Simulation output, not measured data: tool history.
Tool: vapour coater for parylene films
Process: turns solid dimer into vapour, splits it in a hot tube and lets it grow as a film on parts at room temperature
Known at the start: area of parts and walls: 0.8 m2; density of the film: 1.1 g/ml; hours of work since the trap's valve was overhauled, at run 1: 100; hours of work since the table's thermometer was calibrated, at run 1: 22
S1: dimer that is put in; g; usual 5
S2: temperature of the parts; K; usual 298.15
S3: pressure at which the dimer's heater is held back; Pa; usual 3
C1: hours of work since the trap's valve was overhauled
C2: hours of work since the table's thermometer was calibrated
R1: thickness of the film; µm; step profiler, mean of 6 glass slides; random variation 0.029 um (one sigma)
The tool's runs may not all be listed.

run   hour  S1      S2    S3   C1   C2    R1
  1      0   5  298.15     3  100   22  3.51
  2   15.2   3  298.15     3  111   33  2.15
  3     28   3  298.15     3  120   42  2.13
  4   36.2   3  298.15     3  126   47  2.13
  5     52   5  298.15  3.76  137   58  3.46
  6   67.6   5  298.15  4.23  147   69  3.39
  7   81.5   5  305.15     3  157   79  3.14
  8   89.2   5  298.15     3  163   84  3.56
  9  102.9   5  298.15     3  172   94  3.51
 10  113.6   5  298.15     3  180  102  3.56
 11  123.4   3  298.15     3  186  108  2.15
 12  137.4   3  298.15     3  196  118  2.13
 13    150   3  298.15     3  205  127  2.11
 14  163.5   5  298.15  4.51  214  136  3.36
 15    178   5  296.15     3  225  147  3.64
 16  189.6   5  296.15     3  233  155   3.6
 17  196.6   5  308.15     3  238  160  2.94
 18  209.5   9  291.15   7.5  247  169  6.26
 19  218.5   5  292.15     3  253  175   3.9
 20  230.4   5  292.15     3  261  183  3.91
 21  244.8   5  292.15     3  271  193  3.92
 22  253.4   5  303.15  5.05  277  199  3.02
 23  267.7   5  298.15   2.8  287  209  3.46
 24  275.5   3  299.15     3  293  215  2.05
 25  288.6   3  299.15     3  302  224  2.01

Forecast each of these 4 alternatives for the next run:
  A  302.1   4  298.15   6.28  311  233   ?
  B  302.1   2  291.15   9.34  311  233   ?
  C  302.1   2  292.15   2.81  311  233   ?
  D  302.1   5  299.15  10.08  311  233   ?

run    R1
  A  2.53
  B  1.37
  C  1.53
  D  2.94
Without the tool's hidden state the same runs would have given:
run    R1
  A  2.67
  B  1.44
  C  1.62
  D  3.09

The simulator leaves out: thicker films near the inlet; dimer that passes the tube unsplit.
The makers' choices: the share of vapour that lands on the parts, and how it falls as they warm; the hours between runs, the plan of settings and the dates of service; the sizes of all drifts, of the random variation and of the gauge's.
